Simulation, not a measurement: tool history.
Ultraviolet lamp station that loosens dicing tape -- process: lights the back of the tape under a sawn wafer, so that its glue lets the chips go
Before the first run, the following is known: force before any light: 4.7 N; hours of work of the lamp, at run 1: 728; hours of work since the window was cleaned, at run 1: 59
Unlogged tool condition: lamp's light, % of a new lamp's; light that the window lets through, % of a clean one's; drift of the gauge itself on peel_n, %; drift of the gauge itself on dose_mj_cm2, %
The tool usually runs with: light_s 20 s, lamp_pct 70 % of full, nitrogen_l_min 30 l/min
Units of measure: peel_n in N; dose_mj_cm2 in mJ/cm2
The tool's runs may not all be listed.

run	day	light_s	lamp_pct	nitrogen_l_min	hours of work of the lamp	hours of work since the window was cleaned	peel_n	dose_mj_cm2
1	0.000	20	70	30	728	59	0.821	177
2	3.133	20	70	30	785	116	0.821	165
3	4.675	20	70	30	813	144	0.834	164
4	7.471	20	70	30	863	194	0.915	165
5	10.054	20	63	30	910	241	1.087	146
6	12.512	20	64	30	954	286	1.090	146
7	15.267	20	64	30	1004	335	1.117	140
8	16.712	20	64	30	1030	361	1.119	140
9	20.000	20	64	30	1090	421	1.144	137
10	22.538	20	64	30	1136	467	1.247	128
11	25.150	20	70	30	1183	514	1.116	141
12	27.067	20	70	30	1217	549	1.112	140
13	30.021	11	70	30	1271	602	2.127	76
14	31.512	11	70	30	1298	629	2.161	71
15	34.583	11	70	30	1353	684	2.215	70
# day 35.112: window cleaned of glue's vapour
16	37.600	11	70	30	1407	45	2.126	76
# day 38.929: lamp changed
17	40.350	11	70	30	26	94	1.405	118
18	43.512	11	70	30	83	151	1.421	113
19	46.412	11	70	30	135	203	1.444	109
20	49.600	26	70	30	193	261	0.357	255
21	51.775	20	70	55	232	300	0.468	197
22	54.612	20	70	55	283	352	0.494	192
23	56.371	20	70	55	315	383	0.498	190
24	59.554	20	100	13	373	441	0.605	265
25	61.504	17	71	38	408	476	0.822	155
26	64.658	17	71	38	465	533	0.874	158
27	66.479	17	71	38	498	566	0.876	152
28	68.104	17	71	38	527	595	0.897	149
29	70.146	17	71	38	564	632	0.916	155
30	71.971	33	89	44	597	665	0.158	351
# day 73.379: window cleaned of glue's vapour
31	74.633	33	89	44	645	23	0.161	372
32	76.625	30	89	13	681	59	0.390	331
33	78.642	17	79	24	717	95	0.948	161
34	80.350	20	70	11	748	126	1.353	168
35	81.946	20	64	11	777	155	1.526	158
36	84.383	20	64	11	821	199	1.592	149
37	86.217	20	94	11	854	232	0.945	218
38	87.779	20	68	14	882	260	1.333	158
39	89.542	20	68	14	914	292	1.360	151
40	92.692	20	74	15	971	349	1.226	164
41	94.258	23	74	20	999	377	0.904	186
42	97.288	20	70	37	1054	432	0.919	150

4 options for the next run, each taken on its own from the tool as it stands now. Forecast them:
A	99.908	27	71	50	1101	479	?	?
B	99.908	38	93	49	1101	479	?	?
C	99.908	20	84	52	1101	479	?	?
D	99.908	15	60	25	1101	479	?	?

run	peel_n	dose_mj_cm2
A	0.471	197
B	0.150	368
C	0.605	173
D	1.917	91
With no hidden state in the tool, these same runs would have given:
run	peel_n	dose_mj_cm2
A	0.203	296
B	0.107	550
C	0.271	260
D	1.234	138

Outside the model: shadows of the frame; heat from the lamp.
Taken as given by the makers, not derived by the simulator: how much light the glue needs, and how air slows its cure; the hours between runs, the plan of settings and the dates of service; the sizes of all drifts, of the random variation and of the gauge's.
